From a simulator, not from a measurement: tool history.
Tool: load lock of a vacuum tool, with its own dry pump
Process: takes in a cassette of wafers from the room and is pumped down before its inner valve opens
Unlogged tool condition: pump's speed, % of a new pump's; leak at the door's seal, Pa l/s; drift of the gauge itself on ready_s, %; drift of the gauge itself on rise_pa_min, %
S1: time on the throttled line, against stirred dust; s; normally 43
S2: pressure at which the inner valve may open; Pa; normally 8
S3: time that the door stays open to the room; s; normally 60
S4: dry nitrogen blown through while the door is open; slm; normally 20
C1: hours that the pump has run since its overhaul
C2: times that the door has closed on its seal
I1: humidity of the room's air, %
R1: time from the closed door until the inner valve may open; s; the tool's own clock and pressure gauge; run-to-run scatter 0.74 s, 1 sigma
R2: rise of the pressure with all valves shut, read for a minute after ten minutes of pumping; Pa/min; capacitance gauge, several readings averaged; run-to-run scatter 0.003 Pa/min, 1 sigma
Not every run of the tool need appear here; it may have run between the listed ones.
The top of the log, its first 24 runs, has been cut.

| run | hour | S1 | S2 | S3 | S4 | C1 | C2 | I1 | R1 | R2 |
|---|---|---|---|---|---|---|---|---|---|---|
| 25 | 3860.2 | 47 | 12 | 85 | 5 | 8418 | 12346 | 46.3 | 118.8 | 0.057 |
| 26 | 4083 | 50 | 6 | 39 | 8 | 8641 | 12672 | 43.9 | 129.1 | 0.054 |
| 27 | 4268.6 | 50 | 6 | 39 | 8 | 8827 | 12945 | 44.4 | 129.2 | 0.048 |
| 28 | 4428.7 | 28 | 14 | 88 | 44 | 8987 | 13179 | 43.6 | 105.4 | 0.038 |
| 29 | 4539.1 | 43 | 8 | 45 | 16 | 9097 | 13341 | 45.6 | 121.6 | 0.052 |
| 30 | 4765.1 | 68 | 10 | 111 | 16 | 9323 | 13673 | 42.4 | 138.8 | 0.058 |
| 31 | 4987 | 68 | 10 | 111 | 16 | 9545 | 13998 | 47.9 | 137 | 0.056 |
| 32 | 5175 | 68 | 10 | 111 | 16 | 9733 | 14274 | 43 | 137.2 | 0.052 |
| 33 | 5352.4 | 25 | 10 | 111 | 35 | 9910 | 14534 | 45.2 | 108.6 | 0.053 |
| 34 | 5570 | 43 | 8 | 91 | 20 | 10128 | 14853 | 43.7 | 123.6 | 0.06 |
| 35 | 5684.2 | 43 | 15 | 118 | 20 | 10242 | 15021 | 47.7 | 118.1 | 0.061 |
| 36 | 5905 | 41 | 15 | 32 | 19 | 10463 | 15344 | 44.9 | 116.4 | 0.054 |
| 37 | 6005.2 | 41 | 15 | 32 | 19 | 10563 | 15491 | 45.4 | 116.2 | 0.052 |
| 38 | 6121.4 | 23 | 15 | 32 | 39 | 10679 | 15662 | 48.2 | 104.1 | 0.049 |

What if the next run were any one of these 3? Each begins from the tool's condition after run 38:
| A | 6254.1 | 43 | 10 | 80 | 6 | 10812 | 15856 | 45.8 | ? | ? |
| B | 6254.1 | 23 | 8 | 32 | 39 | 10812 | 15856 | 44 | ? | ? |
| C | 6254.1 | 38 | 14 | 32 | 6 | 10812 | 15856 | 43.4 | ? | ? |

| run | R1 | R2 |
|---|---|---|
| A | 122.6 | 0.071 |
| B | 110.1 | 0.055 |
| C | 116.4 | 0.061 |
Take away the tool's hidden state, keep each run's random variation, and the runs would have read:
| run | R1 | R2 |
|---|---|---|
| A | 110.8 | 0.027 |
| B | 97 | 0.012 |
| C | 104.8 | 0.017 |
